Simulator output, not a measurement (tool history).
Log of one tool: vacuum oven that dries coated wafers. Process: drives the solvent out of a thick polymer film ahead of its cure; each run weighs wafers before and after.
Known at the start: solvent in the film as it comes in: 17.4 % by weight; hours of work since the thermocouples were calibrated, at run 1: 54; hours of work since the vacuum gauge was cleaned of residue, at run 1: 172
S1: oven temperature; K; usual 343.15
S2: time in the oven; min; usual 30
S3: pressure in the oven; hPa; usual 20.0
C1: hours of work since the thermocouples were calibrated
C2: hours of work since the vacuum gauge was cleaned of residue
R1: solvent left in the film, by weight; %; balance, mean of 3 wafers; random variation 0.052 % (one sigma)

Run 1, hour 0.0: usual settings; C1 54; C2 172. Result: R1 1.58 %.
Run 2, hour 13.3: usual settings; C1 64; C2 182. Result: R1 1.62 %.
Run 3, hour 20.1: usual settings; C1 70; C2 187. Result: R1 1.61 %.
Run 4, hour 30.7: usual settings; C1 78; C2 196. Result: R1 1.51 %.
Run 5, hour 43.0: usual settings but S3 29.0 hPa; C1 87; C2 205. Result: R1 2.06 %.
Run 6, hour 56.9: usual settings; C1 98; C2 216. Result: R1 1.55 %.
Run 7, hour 70.1: usual settings; C1 108; C2 226. Result: R1 1.55 %.
Run 8, hour 83.6: usual settings; C1 118; C2 236. Result: R1 1.66 %.
Run 9, hour 91.1: usual settings; C1 124; C2 242. Result: R1 1.63 %.
Run 10, hour 104.8: usual settings but S2 49 min; C1 135; C2 253. Result: R1 1.13 %.
Run 11, hour 112.8: usual settings but S2 49 min; C1 141; C2 259. Result: R1 1.05 %.
Run 12, hour 124.6: usual settings but S2 49 min; C1 150; C2 268. Result: R1 1.05 %.
Run 13, hour 137.7: usual settings but S2 49 min; C1 160; C2 278. Result: R1 1.10 %.
Run 14, hour 147.3: usual settings but S2 49 min; C1 167; C2 285. Result: R1 1.08 %.
Run 15, hour 159.7: usual settings but S2 49 min; C1 177; C2 295. Result: R1 1.11 %.
Run 16, hour 165.4: usual settings but S2 49 min; C1 181; C2 299. Result: R1 1.16 %.
Run 17, hour 175.8: usual settings but S2 49 min; C1 189; C2 307. Result: R1 1.09 %.
Run 18, hour 189.5: usual settings but S2 48 min; C1 200; C2 318. Result: R1 1.17 %.
Run 19, hour 197.7: usual settings but S2 48 min; C1 206; C2 324. Result: R1 1.14 %.
Run 20, hour 207.7: usual settings but S2 48 min; C1 214; C2 332. Result: R1 1.06 %.
Run 21, hour 214.0: usual settings but S2 48 min; C1 219; C2 337. Result: R1 1.10 %.
Run 22, hour 223.3: usual settings but S2 48 min; C1 226; C2 344. Result: R1 1.15 %.
Run 23, hour 232.0: usual settings but S1 332.15 K, S2 27 min, S3 14.1 hPa; C1 233; C2 350. Result: R1 5.51 %.
Run 24, hour 244.0: usual settings but S1 332.15 K, S2 27 min, S3 14.1 hPa; C1 242; C2 360. Result: R1 5.72 %.
Run 25, hour 256.5: usual settings but S1 332.15 K, S2 53 min, S3 11.7 hPa; C1 251; C2 369. Result: R1 2.62 %.
Run 26, hour 263.8: usual settings but S1 332.15 K, S2 53 min, S3 11.7 hPa; C1 257; C2 375. Result: R1 2.56 %.
Run 27, hour 276.5: usual settings but S1 332.15 K, S2 53 min, S3 11.7 hPa; C1 267; C2 385. Result: R1 2.58 %.
Run 28, hour 288.6: usual settings but S3 17.3 hPa; C1 276; C2 394. Result: R1 1.55 %.
Run 29, hour 294.4: usual settings but S1 333.15 K, S2 16 min; C1 281; C2 398. Result: R1 7.92 %.
Run 30, hour 301.5: usual settings but S2 53 min, S3 22.1 hPa; C1 286; C2 404. Result: R1 1.17 %.
Run 31, hour 313.5: usual settings but S2 53 min, S3 22.9 hPa; C1 295; C2 413. Result: R1 1.30 %.
Run 32, hour 326.6: usual settings but S1 338.15 K, S2 40 min, S3 38.2 hPa; C1 305; C2 423. Result: R1 3.22 %.
Run 33, hour 335.1: usual settings but S2 28 min; C1 312; C2 430. Result: R1 1.73 %.
Run 34, hour 340.8: usual settings but S2 28 min; C1 316; C2 434. Result: R1 1.72 %.
Run 35, hour 349.1: usual settings but S1 331.15 K, S2 35 min, S3 12.8 hPa; C1 323; C2 440. Result: R1 4.76 %.
Run 36, hour 359.4: usual settings but S1 336.15 K, S2 35 min, S3 12.8 hPa; C1 330; C2 448. Result: R1 2.71 %.

4 ways to go on from here, each from the tool as it stands after run 36. What would each give?
Run A, hour 372.1: usual settings but S3 41.5 hPa; C1 340; C2 458. Result: R1 ?.
Run B, hour 372.1: usual settings but S1 336.15 K, S2 16 min, S3 45.8 hPa; C1 340; C2 458. Result: R1 ?.
Run C, hour 372.1: usual settings but S3 44.2 hPa; C1 340; C2 458. Result: R1 ?.
Run D, hour 372.1: usual settings but S1 336.15 K, S2 48 min, S3 60.8 hPa; C1 340; C2 458. Result: R1 ?.

run    R1
  A  2.73
  B  7.82
  C  2.90
  D  4.91
Without the tool's hidden state the same runs would have given:
run    R1
  A  2.72
  B  7.80
  C  2.89
  D  4.89
